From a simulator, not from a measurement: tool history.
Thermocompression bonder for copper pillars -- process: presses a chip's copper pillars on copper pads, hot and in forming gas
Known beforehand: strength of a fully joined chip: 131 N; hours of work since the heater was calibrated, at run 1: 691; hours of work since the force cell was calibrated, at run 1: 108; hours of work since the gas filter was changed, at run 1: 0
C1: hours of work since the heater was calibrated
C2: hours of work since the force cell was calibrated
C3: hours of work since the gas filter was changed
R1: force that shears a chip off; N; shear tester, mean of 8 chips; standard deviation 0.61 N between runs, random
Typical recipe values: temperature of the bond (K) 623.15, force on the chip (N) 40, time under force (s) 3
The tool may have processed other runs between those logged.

{"run": 1, "hour": 0.0, "temperature of the bond (K)": 623.15, "force on the chip (N)": 40, "time under force (s)": 3, "C1": 691, "C2": 108, "C3": 0, "R1": 52.1}
{"run": 2, "hour": 32.5, "temperature of the bond (K)": 623.15, "force on the chip (N)": 40, "time under force (s)": 3, "C1": 715, "C2": 133, "C3": 25, "R1": 52.5}
{"run": 3, "hour": 80.7, "temperature of the bond (K)": 623.15, "force on the chip (N)": 40, "time under force (s)": 3, "C1": 752, "C2": 169, "C3": 61, "R1": 51.7}
{"run": 4, "hour": 145.4, "temperature of the bond (K)": 647.15, "force on the chip (N)": 40, "time under force (s)": 3, "C1": 801, "C2": 218, "C3": 110, "R1": 60.9}
{"run": 5, "hour": 175.7, "temperature of the bond (K)": 623.15, "force on the chip (N)": 55, "time under force (s)": 3, "C1": 824, "C2": 241, "C3": 133, "R1": 60.6}
{"run": 6, "hour": 237.9, "temperature of the bond (K)": 623.15, "force on the chip (N)": 55, "time under force (s)": 3, "C1": 871, "C2": 289, "C3": 181, "R1": 59.5}
{"run": 7, "hour": 269.0, "temperature of the bond (K)": 623.15, "force on the chip (N)": 55, "time under force (s)": 3, "C1": 895, "C2": 312, "C3": 204, "R1": 57.9}
{"hour": 323.0, "done": "forming gas filter changed"}
{"run": 8, "hour": 333.4, "temperature of the bond (K)": 623.15, "force on the chip (N)": 40, "time under force (s)": 3, "C1": 943, "C2": 361, "C3": 8, "R1": 53.4}
{"run": 9, "hour": 391.5, "temperature of the bond (K)": 623.15, "force on the chip (N)": 40, "time under force (s)": 3, "C1": 987, "C2": 405, "C3": 52, "R1": 51.5}
{"hour": 398.4, "done": "force cell calibrated"}
{"run": 10, "hour": 438.2, "temperature of the bond (K)": 623.15, "force on the chip (N)": 40, "time under force (s)": 3, "C1": 1022, "C2": 30, "C3": 86, "R1": 52.2}
{"run": 11, "hour": 473.7, "temperature of the bond (K)": 623.15, "force on the chip (N)": 43, "time under force (s)": 3, "C1": 1048, "C2": 57, "C3": 113, "R1": 51.5}
{"run": 12, "hour": 519.6, "temperature of the bond (K)": 623.15, "force on the chip (N)": 40, "time under force (s)": 5, "C1": 1083, "C2": 92, "C3": 148, "R1": 58.3}
{"run": 13, "hour": 571.4, "temperature of the bond (K)": 623.15, "force on the chip (N)": 40, "time under force (s)": 5, "C1": 1123, "C2": 131, "C3": 187, "R1": 57.1}
{"hour": 627.1, "done": "heater calibrated with a thermocouple chip"}
{"run": 14, "hour": 629.3, "temperature of the bond (K)": 623.15, "force on the chip (N)": 40, "time under force (s)": 5, "C1": 2, "C2": 174, "C3": 230, "R1": 54.7}
{"hour": 647.5, "done": "forming gas filter changed"}
{"run": 15, "hour": 689.0, "temperature of the bond (K)": 623.15, "force on the chip (N)": 40, "time under force (s)": 5, "C1": 47, "C2": 219, "C3": 31, "R1": 59.3}
{"hour": 727.9, "done": "force cell calibrated, once more"}
{"run": 16, "hour": 747.8, "temperature of the bond (K)": 614.15, "force on the chip (N)": 40, "time under force (s)": 3, "C1": 90, "C2": 15, "C3": 75, "R1": 45.2}
{"run": 17, "hour": 785.2, "temperature of the bond (K)": 614.15, "force on the chip (N)": 40, "time under force (s)": 3, "C1": 118, "C2": 44, "C3": 103, "R1": 45.1}
{"run": 18, "hour": 825.9, "temperature of the bond (K)": 614.15, "force on the chip (N)": 40, "time under force (s)": 3, "C1": 149, "C2": 74, "C3": 134, "R1": 44.4}
{"run": 19, "hour": 866.7, "temperature of the bond (K)": 614.15, "force on the chip (N)": 40, "time under force (s)": 3, "C1": 180, "C2": 105, "C3": 165, "R1": 43.3}
{"run": 20, "hour": 896.5, "temperature of the bond (K)": 610.15, "force on the chip (N)": 44, "time under force (s)": 3, "C1": 203, "C2": 128, "C3": 188, "R1": 44.3}
{"run": 21, "hour": 938.9, "temperature of the bond (K)": 603.15, "force on the chip (N)": 44, "time under force (s)": 8, "C1": 235, "C2": 160, "C3": 220, "R1": 58.7}
{"hour": 967.8, "done": "forming gas filter changed"}
{"run": 22, "hour": 1003.5, "temperature of the bond (K)": 596.15, "force on the chip (N)": 41, "time under force (s)": 8, "C1": 284, "C2": 209, "C3": 27, "R1": 59.3}
{"run": 23, "hour": 1047.3, "temperature of the bond (K)": 596.15, "force on the chip (N)": 41, "time under force (s)": 8, "C1": 317, "C2": 242, "C3": 60, "R1": 57.6}
{"run": 24, "hour": 1097.7, "temperature of the bond (K)": 596.15, "force on the chip (N)": 41, "time under force (s)": 8, "C1": 355, "C2": 280, "C3": 99, "R1": 56.7}
{"run": 25, "hour": 1163.5, "temperature of the bond (K)": 623.15, "force on the chip (N)": 43, "time under force (s)": 5, "C1": 405, "C2": 330, "C3": 149, "R1": 61}
{"run": 26, "hour": 1207.7, "temperature of the bond (K)": 636.15, "force on the chip (N)": 43, "time under force (s)": 5, "C1": 439, "C2": 364, "C3": 182, "R1": 64.9}
{"run": 27, "hour": 1237.5, "temperature of the bond (K)": 638.15, "force on the chip (N)": 40, "time under force (s)": 4, "C1": 461, "C2": 386, "C3": 205, "R1": 58.4}
{"hour": 1286.9, "done": "forming gas filter changed"}
{"run": 28, "hour": 1297.4, "temperature of the bond (K)": 638.15, "force on the chip (N)": 40, "time under force (s)": 4, "C1": 506, "C2": 431, "C3": 8, "R1": 63.4}
{"run": 29, "hour": 1330.2, "temperature of the bond (K)": 639.15, "force on the chip (N)": 27, "time under force (s)": 2, "C1": 531, "C2": 456, "C3": 33, "R1": 38.6}
{"run": 30, "hour": 1360.0, "temperature of the bond (K)": 639.15, "force on the chip (N)": 27, "time under force (s)": 2, "C1": 554, "C2": 479, "C3": 55, "R1": 37.5}
{"run": 31, "hour": 1389.0, "temperature of the bond (K)": 650.15, "force on the chip (N)": 41, "time under force (s)": 5, "C1": 576, "C2": 501, "C3": 77, "R1": 74.5}
{"run": 32, "hour": 1454.8, "temperature of the bond (K)": 650.15, "force on the chip (N)": 41, "time under force (s)": 5, "C1": 626, "C2": 551, "C3": 127, "R1": 72.2}
{"run": 33, "hour": 1502.5, "temperature of the bond (K)": 623.15, "force on the chip (N)": 40, "time under force (s)": 2, "C1": 662, "C2": 587, "C3": 164, "R1": 40.8}
{"run": 34, "hour": 1562.2, "temperature of the bond (K)": 620.15, "force on the chip (N)": 55, "time under force (s)": 3, "C1": 707, "C2": 632, "C3": 209, "R1": 55.6}

How would selected steps in R1 from run to run divide? Give the signed amount a tool lacking its hidden state would still show from settings, what came in and random variation, and the signed amount left for the hidden state, including any gauge scatter that is not in both of the compared results.
Hidden conditions of the tool in this case: true temperature of the bond over the reading, C; force that reaches the chip, % of what is set; oxide that the forming gas leaves, % of the face; drift of the gauge itself on shear_n, %.
Run 7 -> 8: force on the chip (N) 55 -> 40, forming gas filter changed. R1 -4.5 N: hidden state +5.7, all else -10.2.
Run 21 -> 22: temperature of the bond (K) 603.15 -> 596.15, force on the chip (N) 44 -> 41, forming gas filter changed. R1 +0.6 N: hidden state +6, all else -5.4.
Run 27 -> 28: forming gas filter changed. R1 +5 N: hidden state +6.1, all else -1.1.
Run 28 -> 29: temperature of the bond (K) 638.15 -> 639.15, force on the chip (N) 40 -> 27, time under force (s) 4 -> 2. R1 -24.8 N: hidden state +0, all else -24.8.
Run 30 -> 31: temperature of the bond (K) 639.15 -> 650.15, force on the chip (N) 27 -> 41, time under force (s) 2 -> 5. R1 +37 N: hidden state -2.3, all else +39.3.
Run 32 -> 33: temperature of the bond (K) 650.15 -> 623.15, force on the chip (N) 41 -> 40, time under force (s) 5 -> 2. R1 -31.4 N: hidden state +1.7, all else -33.1.

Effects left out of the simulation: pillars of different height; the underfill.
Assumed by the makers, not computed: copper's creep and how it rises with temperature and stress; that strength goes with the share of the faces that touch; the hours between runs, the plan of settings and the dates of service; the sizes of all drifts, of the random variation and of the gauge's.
